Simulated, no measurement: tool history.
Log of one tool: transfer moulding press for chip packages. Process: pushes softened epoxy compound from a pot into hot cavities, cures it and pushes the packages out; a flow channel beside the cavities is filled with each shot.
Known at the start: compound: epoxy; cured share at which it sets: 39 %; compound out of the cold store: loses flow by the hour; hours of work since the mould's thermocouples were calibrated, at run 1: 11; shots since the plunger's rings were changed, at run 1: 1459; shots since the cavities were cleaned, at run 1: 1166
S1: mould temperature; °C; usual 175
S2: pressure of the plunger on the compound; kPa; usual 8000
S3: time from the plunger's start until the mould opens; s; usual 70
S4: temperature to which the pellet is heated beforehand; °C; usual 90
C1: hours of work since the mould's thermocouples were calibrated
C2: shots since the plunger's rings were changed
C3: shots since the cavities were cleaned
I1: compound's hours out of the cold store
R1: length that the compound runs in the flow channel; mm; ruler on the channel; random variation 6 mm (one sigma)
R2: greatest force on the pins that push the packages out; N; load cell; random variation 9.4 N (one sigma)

Run 1, hour 0.0: usual settings; C1 11; C2 1459; C3 1166; I1 34.8. Result: R1 672 mm, R2 619 N.
At hour 3.5: cavities cleaned with cleaning compound and waxed.
Run 2, hour 28.3: usual settings but S1 171 °C; C1 31; C2 1973; C3 475; I1 26.5. Result: R1 691 mm, R2 719 N.
Run 3, hour 54.4: usual settings but S1 171 °C, S3 51 s; C1 50; C2 2475; C3 977; I1 22.9. Result: R1 695 mm, R2 1531 N.
At hour 68.4: cavities cleaned with cleaning compound and waxed.
Run 4, hour 86.9: usual settings; C1 73; C2 3072; C3 356; I1 26.2. Result: R1 662 mm, R2 530 N.
Run 5, hour 120.4: usual settings but S2 9680 kPa; C1 98; C2 3715; C3 999; I1 21.9. Result: R1 736 mm, R2 640 N.
At hour 131.6: plunger's sealing rings changed.
At hour 135.5: cavities cleaned with cleaning compound and waxed.
Run 6, hour 158.6: usual settings but S3 59 s; C1 123; C2 490; C3 444; I1 44.7. Result: R1 665 mm, R2 785 N.
Run 7, hour 181.8: usual settings; C1 140; C2 936; C3 890; I1 47.5. Result: R1 656 mm, R2 631 N.
At hour 199.9: cavities cleaned with cleaning compound and waxed.
Run 8, hour 208.1: usual settings; C1 158; C2 1412; C3 157; I1 10.4. Result: R1 709 mm, R2 507 N.
Run 9, hour 231.8: usual settings but S2 9170 kPa; C1 176; C2 1867; C3 612; I1 23.7. Result: R1 738 mm, R2 609 N.
At hour 262.9: cavities cleaned with cleaning compound and waxed.
Run 10, hour 262.9: usual settings; C1 198; C2 2436; C3 0; I1 15.7. Result: R1 697 mm, R2 446 N.
Run 11, hour 300.5: usual settings but S2 8610 kPa; C1 226; C2 3159; C3 723; I1 22.9. Result: R1 692 mm, R2 620 N.
At hour 325.9: cavities cleaned with cleaning compound and waxed.
Run 12, hour 331.5: usual settings but S2 8610 kPa; C1 247; C2 3727; C3 109; I1 40.2. Result: R1 663 mm, R2 461 N.
At hour 342.1: plunger's sealing rings changed.
Run 13, hour 362.2: usual settings; C1 268; C2 387; C3 650; I1 21.0. Result: R1 708 mm, R2 616 N.
Run 14, hour 383.8: usual settings; C1 284; C2 801; C3 1064; I1 21.2. Result: R1 702 mm, R2 652 N.
At hour 392.8: cavities cleaned with cleaning compound and waxed.
Run 15, hour 408.0: usual settings; C1 301; C2 1238; C3 293; I1 12.2. Result: R1 714 mm, R2 539 N.
Run 16, hour 435.8: usual settings; C1 321; C2 1773; C3 828; I1 28.1. Result: R1 660 mm, R2 615 N.
At hour 457.8: cavities cleaned with cleaning compound and waxed.
Run 17, hour 467.3: usual settings but S2 6860 kPa, S4 89 °C; C1 343; C2 2349; C3 183; I1 17.0. Result: R1 646 mm, R2 538 N.
Run 18, hour 504.0: usual settings but S1 168 °C, S2 8590 kPa, S3 52 s, S4 81 °C; C1 371; C2 3054; C3 888; I1 43.8. Result: R1 685 mm, R2 1760 N.
At hour 523.2: cavities cleaned with cleaning compound and waxed.
Run 19, hour 525.4: usual settings but S1 168 °C, S2 8590 kPa, S3 52 s, S4 81 °C; C1 385; C2 3435; C3 40; I1 36.3. Result: R1 695 mm, R2 1271 N.
At hour 550.8: plunger's sealing rings changed.
Run 20, hour 554.3: usual settings but S1 171 °C, S2 6420 kPa, S3 60 s, S4 100 °C; C1 405; C2 67; C3 548; I1 39.4. Result: R1 622 mm, R2 1039 N.
At hour 586.1: mould's thermocouples calibrated.
At hour 592.9: cavities cleaned with cleaning compound and waxed.
Run 21, hour 595.4: usual settings but S1 183 °C, S2 6420 kPa, S3 98 s, S4 100 °C; C1 6; C2 790; C3 49; I1 24.8. Result: R1 607 mm, R2 311 N.

The next listed run, before its measurement:
Run 22, hour 622.9: usual settings but S1 183 °C, S2 6420 kPa, S3 98 s, S4 100 °C; C1 26; C2 1318; C3 577; I1 44.7. Result: R1 ?, R2 ?.

Run 22 gave R1 569 mm, R2 418 N.
Without the tool's hidden state the same run would have given R1 583 mm, R2 305 N.

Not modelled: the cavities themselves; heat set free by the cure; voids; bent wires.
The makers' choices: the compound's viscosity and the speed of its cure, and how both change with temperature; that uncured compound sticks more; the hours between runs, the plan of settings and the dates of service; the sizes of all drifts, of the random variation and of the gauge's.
